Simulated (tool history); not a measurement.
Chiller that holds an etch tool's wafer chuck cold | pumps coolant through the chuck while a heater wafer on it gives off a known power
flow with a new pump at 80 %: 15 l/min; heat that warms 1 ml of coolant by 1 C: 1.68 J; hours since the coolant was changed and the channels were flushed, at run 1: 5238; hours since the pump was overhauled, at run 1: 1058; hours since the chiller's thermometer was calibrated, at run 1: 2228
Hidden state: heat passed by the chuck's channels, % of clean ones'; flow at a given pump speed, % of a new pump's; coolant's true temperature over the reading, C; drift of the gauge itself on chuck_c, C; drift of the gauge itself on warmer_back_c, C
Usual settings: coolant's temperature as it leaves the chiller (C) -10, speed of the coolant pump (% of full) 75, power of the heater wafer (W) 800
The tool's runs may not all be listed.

| run | hour | coolant's temperature as it leaves the chiller (C) | speed of the coolant pump (% of full) | power of the heater wafer (W) | hours since the coolant was changed and the channels were flushed | hours since the pump was overhauled | hours since the chiller's thermometer was calibrated | chuck's temperature once it has settled (C) | how much warmer the coolant comes back (C) |
|---|---|---|---|---|---|---|---|---|---|
| 1 | 0.0 | -10 | 75 | 800 | 5238 | 1058 | 2228 | 0.4 | 2.08 |
| 2 | 15.9 | -10 | 75 | 800 | 5254 | 1074 | 2244 | 0.4 | 2.07 |
| 3 | 31.4 | -10 | 75 | 800 | 5269 | 1090 | 2259 | 0.4 | 2.10 |
| 4 | 48.7 | -10 | 75 | 800 | 5287 | 1107 | 2277 | 0.3 | 2.14 |
| 5 | 71.5 | -10 | 75 | 800 | 5309 | 1130 | 2299 | 0.5 | 2.09 |
| 6 | 96.5 | -10 | 75 | 800 | 5334 | 1155 | 2324 | 0.2 | 2.01 |
| 7 | 122.8 | -13 | 75 | 800 | 5361 | 1181 | 2351 | -2.6 | 2.10 |
| 8 | 158.3 | -13 | 75 | 800 | 5396 | 1217 | 2386 | -2.5 | 2.09 |
| 9 | 190.5 | -13 | 75 | 800 | 5428 | 1249 | 2418 | -2.4 | 2.11 |
| 10 | 221.5 | -10 | 69 | 800 | 5459 | 1280 | 2449 | 0.7 | 2.28 |
| 11 | 242.5 | -8 | 75 | 800 | 5480 | 1301 | 2470 | 2.4 | 2.07 |
| 12 | 278.4 | -8 | 75 | 800 | 5516 | 1337 | 2506 | 2.5 | 2.10 |
| 13 | 309.7 | -8 | 75 | 800 | 5548 | 1368 | 2537 | 2.3 | 2.08 |
| 14 | 332.9 | -10 | 65 | 800 | 5571 | 1391 | 2561 | 1.1 | 2.43 |
| 15 | 353.3 | -10 | 75 | 800 | 5591 | 1411 | 2581 | 0.3 | 2.11 |
| 16 | 389.1 | -10 | 75 | 800 | 5627 | 1447 | 2617 | 0.3 | 2.09 |
| 17 | 418.8 | -10 | 84 | 800 | 5657 | 1477 | 2647 | -0.3 | 1.91 |
| 18 | 454.4 | -10 | 84 | 800 | 5692 | 1513 | 2682 | -0.2 | 1.89 |
| 19 | 480.5 | -10 | 84 | 800 | 5718 | 1539 | 2708 | -0.1 | 1.88 |
| 20 | 510.9 | -10 | 75 | 776 | 5749 | 1569 | 2739 | 0.2 | 2.05 |
| 21 | 528.5 | -19 | 61 | 800 | 5766 | 1587 | 2756 | -7.4 | 2.49 |
|  | 531.5 | chiller's thermometer calibrated |
| 22 | 548.5 | -10 | 84 | 800 | 5785 | 1606 | 17 | 0.2 | 1.96 |
| 23 | 575.1 | -11 | 84 | 404 | 5812 | 1632 | 44 | -5.8 | 0.94 |
| 24 | 602.4 | -3 | 84 | 874 | 5839 | 1660 | 71 | 8.2 | 2.05 |
| 25 | 634.4 | -3 | 63 | 694 | 5871 | 1692 | 103 | 7.2 | 2.25 |
| 26 | 658.3 | -17 | 63 | 494 | 5895 | 1716 | 127 | -9.6 | 1.52 |
| 27 | 689.9 | -13 | 67 | 402 | 5927 | 1747 | 158 | -7.2 | 1.19 |
| 28 | 715.9 | -7 | 81 | 402 | 5953 | 1773 | 184 | -1.7 | 1.00 |
| 29 | 751.9 | -7 | 81 | 559 | 5989 | 1809 | 220 | 0.2 | 1.35 |
| 30 | 788.9 | -5 | 75 | 754 | 6026 | 1846 | 257 | 5.3 | 1.97 |
| 31 | 819.6 | -5 | 68 | 754 | 6057 | 1877 | 288 | 5.7 | 2.24 |

4 ways to go on from here, each from the tool as it stands after run 31. What would each give?
| A | 836.6 | -9 | 66 | 686 | 6074 | 1894 | 305 | ? | ? |
| B | 836.6 | -17 | 75 | 800 | 6074 | 1894 | 305 | ? | ? |
| C | 836.6 | -6 | 92 | 724 | 6074 | 1894 | 305 | ? | ? |
| D | 836.6 | -5 | 74 | 585 | 6074 | 1894 | 305 | ? | ? |

| run | chuck's temperature once it has settled (C) | how much warmer the coolant comes back (C) |
|---|---|---|
| A | 0.8 | 2.02 |
| B | -6.1 | 2.11 |
| C | 3.1 | 1.60 |
| D | 3.0 | 1.56 |
Without the tool's hidden state the same runs would have given:
| run | chuck's temperature once it has settled (C) | how much warmer the coolant comes back (C) |
|---|---|---|
| A | -0.1 | 1.94 |
| B | -7.1 | 2.03 |
| C | 2.2 | 1.54 |
| D | 2.2 | 1.50 |
